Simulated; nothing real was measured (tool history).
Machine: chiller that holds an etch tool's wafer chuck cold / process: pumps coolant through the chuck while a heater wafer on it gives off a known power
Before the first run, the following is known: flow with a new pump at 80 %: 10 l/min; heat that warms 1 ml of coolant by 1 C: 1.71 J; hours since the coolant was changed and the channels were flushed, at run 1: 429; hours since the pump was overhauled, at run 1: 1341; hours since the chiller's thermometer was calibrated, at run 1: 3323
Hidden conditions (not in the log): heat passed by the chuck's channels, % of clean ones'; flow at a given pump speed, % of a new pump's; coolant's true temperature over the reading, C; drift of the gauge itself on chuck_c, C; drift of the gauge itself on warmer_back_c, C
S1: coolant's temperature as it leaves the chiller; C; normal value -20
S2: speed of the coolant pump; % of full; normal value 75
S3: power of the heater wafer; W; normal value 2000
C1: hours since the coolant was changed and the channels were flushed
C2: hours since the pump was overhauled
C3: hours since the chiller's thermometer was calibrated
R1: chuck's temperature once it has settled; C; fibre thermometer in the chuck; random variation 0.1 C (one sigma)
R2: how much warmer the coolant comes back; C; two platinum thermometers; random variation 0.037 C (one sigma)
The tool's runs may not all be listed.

run    hour   S1  S2    S3    C1    C2    C3     R1     R2
  1       0  -20  75  2000   429  1341  3323   -3.2   7.52
  2    37.3  -20  75  2000   466  1379  3360   -3.1   7.48
  3    70.8  -20  75  1971   499  1412  3394   -3.5   7.28
  4   113.2  -20  75  1971   542  1455  3436   -3.7    7.3
  5   136.3  -20  75  1971   565  1478  3459   -3.6   7.27
      151.9  -- chiller's thermometer calibrated
  6   182.6  -20  98  2000   610  1523    31   -5.7   5.67
  7     222  -20  75  2651   649  1562    70    2.2   9.69
  8   266.6  -20  75  2651   694  1607   115    2.2    9.7
  9   299.1  -20  75  2651   727  1640   147    2.3   9.62
 10   338.8  -20  75  2651   766  1679   187    2.4    9.6
 11   364.1  -12  75  2651   792  1705   212   10.3   9.65
 12   395.7  -12  75  2651   823  1736   244   10.4   9.63
 13   422.4  -20  92  2000   850  1763   270   -5.1   5.88
 14   470.5  -20  75  1260   898  1811   319   -9.6   4.35
 15   523.6  -20  75  1260   951  1864   372   -9.4   4.29
      528.3  -- gauge calibrated
 16   550.8  -20  75  2000   978  1891   399   -3.2   7.48
 17   601.8  -12  68  2909  1029  1942   450   14.1  11.88
 18   657.2  -12  68  2909  1085  1998   505     14  11.77
 19   705.8  -12  68  2909  1133  2046   554     14  11.83
 20   753.9  -17  85  1463  1181  2094   602   -5.6   4.71
 21   784.6  -20  65  2398  1212  2125   633      2   10.1
 22   808.1  -11  65  2398  1236  2148   656   11.1   9.99
 23   862.7  -11  65  2398  1290  2203   711   10.9  10.04
 24   888.7  -20  90  2147  1316  2229   737   -3.7   6.42
 25   914.8  -20  75  2614  1342  2255   763    1.9   9.49
 26   959.9  -20  75  2955  1387  2300   808    4.8  10.64
 27     994  -20  75  2955  1421  2334   842      5  10.72
 28  1018.8  -20  75  2955  1446  2359   867    4.8  10.72
 29  1070.2  -20  91  2606  1498  2411   918   -0.5   7.57
 30  1097.3  -20  91  2606  1525  2438   945   -0.5   7.65
 31    1148  -10  75  1088  1576  2488   996     -1   3.58
 32  1196.1  -29  95  1463  1624  2536  1044  -18.4   3.88

Difference, measured minus no-hidden-state, one row per run. Run-to-run variation is common to both terms; the gauge's own scatter need not be:
run     R2
  1     +0
  2  -0.02
  3  -0.05
  4  -0.08
  5  -0.09
  6  -0.13
  7  -0.16
  8  -0.19
  9  -0.22
 10  -0.25
 11  -0.27
 12  -0.29
 13  -0.32
 14  -0.35
 15  -0.39
 16  -0.01
 17  -0.05
 18  -0.09
 19  -0.12
 20  -0.16
 21  -0.18
 22   -0.2
 23  -0.24
 24  -0.26
 25  -0.28
 26  -0.32
 27  -0.34
 28  -0.35
 29   -0.4
 30  -0.42
 31  -0.46
 32  -0.49
R1 without the hidden state stays within 0.1 C of what was measured, in all runs.
